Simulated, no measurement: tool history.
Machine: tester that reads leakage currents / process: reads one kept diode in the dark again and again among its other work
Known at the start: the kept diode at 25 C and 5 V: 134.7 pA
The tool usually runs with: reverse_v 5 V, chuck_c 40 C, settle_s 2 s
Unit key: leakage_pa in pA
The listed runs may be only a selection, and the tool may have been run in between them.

Run 1, day 0: usual settings. Result: leakage_pa 448.33 pA.
Run 2, day 9.483: usual settings. Result: leakage_pa 447.06 pA.
Run 3, day 18.221: usual settings but chuck_c 23 C. Result: leakage_pa 114.12 pA.
Run 4, day 25.208: usual settings. Result: leakage_pa 448.93 pA.
Run 5, day 31.412: usual settings. Result: leakage_pa 451.66 pA.
Run 6, day 36.012: usual settings. Result: leakage_pa 448.55 pA.
Run 7, day 40.992: usual settings. Result: leakage_pa 448.82 pA.
Run 8, day 48.829: usual settings. Result: leakage_pa 447.14 pA.
Run 9, day 53.633: usual settings. Result: leakage_pa 451.49 pA.
At day 56.917: chuck's temperature calibrated.
Run 10, day 60.867: usual settings. Result: leakage_pa 449.91 pA.
Run 11, day 67.133: usual settings. Result: leakage_pa 446.67 pA.
Run 12, day 71.842: usual settings. Result: leakage_pa 447.49 pA.
Run 13, day 77.462: usual settings. Result: leakage_pa 449.03 pA.
Run 14, day 81.817: usual settings. Result: leakage_pa 449.56 pA.
Run 15, day 90.988: usual settings but chuck_c 22 C, settle_s 2.13 s. Result: leakage_pa 106.16 pA.
Run 16, day 99.592: usual settings but chuck_c 34 C, settle_s 0.98 s. Result: leakage_pa 282.08 pA.
Run 17, day 107.754: usual settings but reverse_v 3.18 V, chuck_c 27 C, settle_s 2.8 s. Result: leakage_pa 127.33 pA.
Run 18, day 113.888: usual settings but reverse_v 3.18 V, chuck_c 27 C, settle_s 2.8 s. Result: leakage_pa 127.4 pA.
Run 19, day 119.146: usual settings but reverse_v 3.18 V, chuck_c 27 C, settle_s 2.8 s. Result: leakage_pa 127.65 pA.
At day 123.904: chuck's temperature calibrated.
Run 20, day 128.196: usual settings but reverse_v 2.23 V, chuck_c 52 C, settle_s 2.8 s. Result: leakage_pa 720.54 pA.
Run 21, day 137.317: usual settings but reverse_v 11.23 V, settle_s 8.17 s. Result: leakage_pa 680.34 pA.
Run 22, day 145.121: usual settings but reverse_v 11.23 V, settle_s 8.17 s. Result: leakage_pa 670.89 pA.
Run 23, day 151.55: usual settings but reverse_v 11.23 V, settle_s 8.17 s. Result: leakage_pa 671.19 pA.
Run 24, day 161.021: usual settings but reverse_v 16.13 V, chuck_c 23 C. Result: leakage_pa 206.77 pA.
Run 25, day 165.867: usual settings but reverse_v 4.61 V, chuck_c 56 C. Result: leakage_pa 1363.8 pA.
Run 26, day 172.904: usual settings but reverse_v 1.4 V. Result: leakage_pa 236.96 pA.
At day 175.667: tester calibrated.
Run 27, day 179.329: usual settings but reverse_v 1.81 V, chuck_c 30 C, settle_s 2.5 s. Result: leakage_pa 123.1 pA.

3 ways to go on from here, each from the tool as it stands after run 27. What would each give?
Run A, day 186.267: usual settings but reverse_v 1.81 V, chuck_c 57 C, settle_s 0.33 s. Result: leakage_pa ?.
Run B, day 186.267: usual settings but reverse_v 2.53 V. Result: leakage_pa ?.
Run C, day 186.267: usual settings but reverse_v 4.76 V, chuck_c 30 C, settle_s 6 s. Result: leakage_pa ?.

run  leakage_pa
  A      922.45
  B      320.05
  C      198.91
Stripped of hidden state, with their random variation kept, the same runs would have yielded:
run  leakage_pa
  A      921.17
  B      319.55
  C      198.56
